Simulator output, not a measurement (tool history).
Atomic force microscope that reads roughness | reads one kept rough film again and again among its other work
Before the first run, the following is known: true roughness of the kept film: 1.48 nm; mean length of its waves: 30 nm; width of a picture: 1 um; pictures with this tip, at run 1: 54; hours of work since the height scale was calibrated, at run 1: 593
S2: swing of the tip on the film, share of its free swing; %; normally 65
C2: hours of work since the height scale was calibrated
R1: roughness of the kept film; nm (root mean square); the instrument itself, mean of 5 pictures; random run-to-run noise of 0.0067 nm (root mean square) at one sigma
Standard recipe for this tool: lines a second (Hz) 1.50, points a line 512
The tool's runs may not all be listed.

run 1 hour=0.0 | lines_a_second_(Hz)=1.50 S2=65 points_a_line=512 | pictures_with_this_tip=54 C2=593 | R1=1.295
run 2 hour=12.2 | lines_a_second_(Hz)=1.50 S2=65 points_a_line=512 | pictures_with_this_tip=68 C2=601 | R1=1.275
run 3 hour=25.4 | lines_a_second_(Hz)=1.50 S2=85 points_a_line=512 | pictures_with_this_tip=82 C2=610 | R1=1.156
run 4 hour=43.2 | lines_a_second_(Hz)=1.50 S2=65 points_a_line=512 | pictures_with_this_tip=102 C2=622 | R1=1.259
run 5 hour=62.9 | lines_a_second_(Hz)=1.50 S2=65 points_a_line=512 | pictures_with_this_tip=123 C2=635 | R1=1.225
run 6 hour=74.6 | lines_a_second_(Hz)=1.50 S2=65 points_a_line=480 | pictures_with_this_tip=136 C2=643 | R1=1.233
-- hour=83.6 new tip fitted
run 7 hour=96.2 | lines_a_second_(Hz)=0.83 S2=65 points_a_line=512 | pictures_with_this_tip=13 C2=657 | R1=1.347
run 8 hour=113.4 | lines_a_second_(Hz)=0.83 S2=65 points_a_line=512 | pictures_with_this_tip=32 C2=668 | R1=1.353
run 9 hour=123.5 | lines_a_second_(Hz)=0.83 S2=65 points_a_line=512 | pictures_with_this_tip=43 C2=675 | R1=1.335
run 10 hour=135.3 | lines_a_second_(Hz)=0.83 S2=65 points_a_line=512 | pictures_with_this_tip=56 C2=682 | R1=1.325
run 11 hour=148.7 | lines_a_second_(Hz)=0.83 S2=65 points_a_line=512 | pictures_with_this_tip=71 C2=691 | R1=1.292
-- hour=151.5 height scale calibrated on a step standard
run 12 hour=168.4 | lines_a_second_(Hz)=0.83 S2=65 points_a_line=512 | pictures_with_this_tip=92 C2=11 | R1=1.288
run 13 hour=185.6 | lines_a_second_(Hz)=0.83 S2=65 points_a_line=323 | pictures_with_this_tip=111 C2=23 | R1=1.261
run 14 hour=199.3 | lines_a_second_(Hz)=2.70 S2=62 points_a_line=512 | pictures_with_this_tip=126 C2=32 | R1=1.191
run 15 hour=215.7 | lines_a_second_(Hz)=2.70 S2=62 points_a_line=512 | pictures_with_this_tip=144 C2=43 | R1=1.181
-- hour=217.9 new tip fitted
run 16 hour=229.5 | lines_a_second_(Hz)=1.30 S2=75 points_a_line=512 | pictures_with_this_tip=12 C2=51 | R1=1.295
run 17 hour=246.6 | lines_a_second_(Hz)=1.30 S2=75 points_a_line=512 | pictures_with_this_tip=31 C2=63 | R1=1.267
run 18 hour=259.6 | lines_a_second_(Hz)=1.30 S2=75 points_a_line=512 | pictures_with_this_tip=45 C2=71 | R1=1.270
run 19 hour=271.5 | lines_a_second_(Hz)=1.30 S2=75 points_a_line=512 | pictures_with_this_tip=59 C2=79 | R1=1.261
run 20 hour=288.9 | lines_a_second_(Hz)=0.87 S2=89 points_a_line=348 | pictures_with_this_tip=78 C2=91 | R1=1.199
-- hour=296.2 height scale calibrated on a step standard, once more
run 21 hour=307.4 | lines_a_second_(Hz)=0.60 S2=58 points_a_line=709 | pictures_with_this_tip=97 C2=7 | R1=1.281
run 22 hour=320.4 | lines_a_second_(Hz)=0.82 S2=62 points_a_line=301 | pictures_with_this_tip=111 C2=16 | R1=1.245
run 23 hour=340.8 | lines_a_second_(Hz)=2.05 S2=61 points_a_line=522 | pictures_with_this_tip=134 C2=30 | R1=1.199
-- hour=352.9 new tip fitted
run 24 hour=359.6 | lines_a_second_(Hz)=2.06 S2=63 points_a_line=530 | pictures_with_this_tip=8 C2=42 | R1=1.333
run 25 hour=378.3 | lines_a_second_(Hz)=1.50 S2=68 points_a_line=690 | pictures_with_this_tip=28 C2=54 | R1=1.297
run 26 hour=392.4 | lines_a_second_(Hz)=1.50 S2=68 points_a_line=690 | pictures_with_this_tip=44 C2=63 | R1=1.293

Forecast each of these 5 alternatives for the next run:
run A hour=409.7 | lines_a_second_(Hz)=1.50 S2=68 points_a_line=446 | pictures_with_this_tip=63 C2=75 | R1=?
run B hour=409.7 | lines_a_second_(Hz)=3.07 S2=76 points_a_line=690 | pictures_with_this_tip=63 C2=75 | R1=?
run C hour=409.7 | lines_a_second_(Hz)=1.46 S2=65 points_a_line=468 | pictures_with_this_tip=63 C2=75 | R1=?
run D hour=409.7 | lines_a_second_(Hz)=1.50 S2=68 points_a_line=454 | pictures_with_this_tip=63 C2=75 | R1=?
run E hour=409.7 | lines_a_second_(Hz)=1.50 S2=59 points_a_line=518 | pictures_with_this_tip=63 C2=75 | R1=?

run=A R1=1.267
run=B R1=1.129
run=C R1=1.283
run=D R1=1.272
run=E R1=1.297
Had the tool no hidden state, the same runs would have come out as:
run=A R1=1.325
run=B R1=1.181
run=C R1=1.343
run=D R1=1.330
run=E R1=1.357
